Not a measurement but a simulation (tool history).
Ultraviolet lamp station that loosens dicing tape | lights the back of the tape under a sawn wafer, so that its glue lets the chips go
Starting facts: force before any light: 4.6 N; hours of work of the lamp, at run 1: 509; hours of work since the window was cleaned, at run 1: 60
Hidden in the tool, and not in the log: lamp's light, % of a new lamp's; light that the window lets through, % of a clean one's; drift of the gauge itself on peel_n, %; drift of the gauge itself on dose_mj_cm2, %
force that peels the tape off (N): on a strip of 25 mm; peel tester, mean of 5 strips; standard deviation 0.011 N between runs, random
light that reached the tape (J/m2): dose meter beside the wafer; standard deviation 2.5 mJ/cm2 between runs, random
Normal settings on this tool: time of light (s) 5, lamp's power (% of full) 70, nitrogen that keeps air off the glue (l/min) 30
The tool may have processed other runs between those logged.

run	hour	time of light (s)	lamp's power (% of full)	nitrogen that keeps air off the glue (l/min)	hours of work of the lamp	hours of work since the window was cleaned	force that peels the tape off (N)	light that reached the tape (J/m2)
1	0.0	5	70	30	509	60	0.483	3100
2	54.6	5	70	30	534	85	0.464	3080
3	119.8	5	70	30	564	115	0.475	3090
4	155.5	9	70	30	580	131	0.159	5550
5	197.6	5	70	28	599	150	0.515	3080
6	259.2	5	70	28	627	178	0.487	3070
7	290.2	5	69	30	641	193	0.502	3060
8	347.3	5	69	30	667	219	0.491	3050
9	401.7	5	69	30	692	243	0.481	3030
# hour 409.1: window cleaned of glue's vapour
10	452.2	7	70	30	715	20	0.245	4290
11	517.1	7	70	30	744	49	0.248	4360
12	583.0	7	70	30	774	79	0.252	4340
13	621.0	7	70	30	792	97	0.257	4310
14	684.8	7	70	30	821	126	0.245	4250
15	747.7	7	70	30	850	154	0.244	4260
16	804.0	5	70	30	875	180	0.486	3090
17	853.4	5	70	30	898	202	0.488	3090
18	907.3	5	70	30	922	227	0.462	3110
# hour 947.7: window cleaned of glue's vapour
19	962.6	7	70	30	947	7	0.245	4350
20	1022.6	5	70	30	975	34	0.470	3110
21	1065.5	5	70	30	994	54	0.475	3080
22	1108.6	5	76	26	1014	73	0.465	3320
23	1172.9	5	60	26	1043	103	0.690	2640
24	1207.1	2	71	41	1059	118	1.629	1250
25	1240.7	5	97	30	1074	134	0.246	4290
26	1280.8	8	94	48	1092	152	0.129	6700
27	1331.8	4	72	26	1116	175	0.725	2560
28	1365.7	4	70	30	1131	190	0.733	2490
29	1422.8	4	77	48	1157	217	0.460	2690
# hour 1489.3: window cleaned of glue's vapour
30	1494.0	3	64	30	1189	2	1.247	1730
31	1541.2	4	88	17	1211	24	0.699	3130
32	1612.2	6	99	28	1243	56	0.176	5220
33	1686.4	10	87	17	1277	90	0.146	7660
34	1755.7	4	77	47	1308	121	0.466	2730
35	1789.1	4	77	47	1324	137	0.477	2720
36	1854.3	9	77	35	1353	166	0.149	6060
37	1906.2	7	90	30	1377	190	0.154	5530
38	1949.8	7	90	30	1397	210	0.163	5540
39	1981.9	7	90	54	1412	225	0.139	5550
40	2021.8	7	90	54	1430	243	0.127	5600
# hour 2025.7: window cleaned of glue's vapour
41	2064.3	7	90	54	1449	18	0.130	5550
42	2138.5	3	90	11	1483	51	1.324	2400

Predict each of these 5 candidate next runs independently; none follows another, all start after run 42:
A	2188.8	8	70	40	1506	74	?	?
B	2188.8	9	94	12	1506	74	?	?
C	2188.8	3	70	9	1506	74	?	?
D	2188.8	3	82	11	1506	74	?	?
E	2188.8	5	79	11	1506	74	?	?

run	force that peels the tape off (N)	light that reached the tape (J/m2)
A	0.174	4970
B	0.179	7470
C	1.841	1830
D	1.471	2170
E	0.763	3470
Stripped of hidden state, with their random variation kept, the same runs would have yielded:
run	force that peels the tape off (N)	light that reached the tape (J/m2)
A	0.173	4990
B	0.178	7500
C	1.835	1840
D	1.464	2180
E	0.758	3480
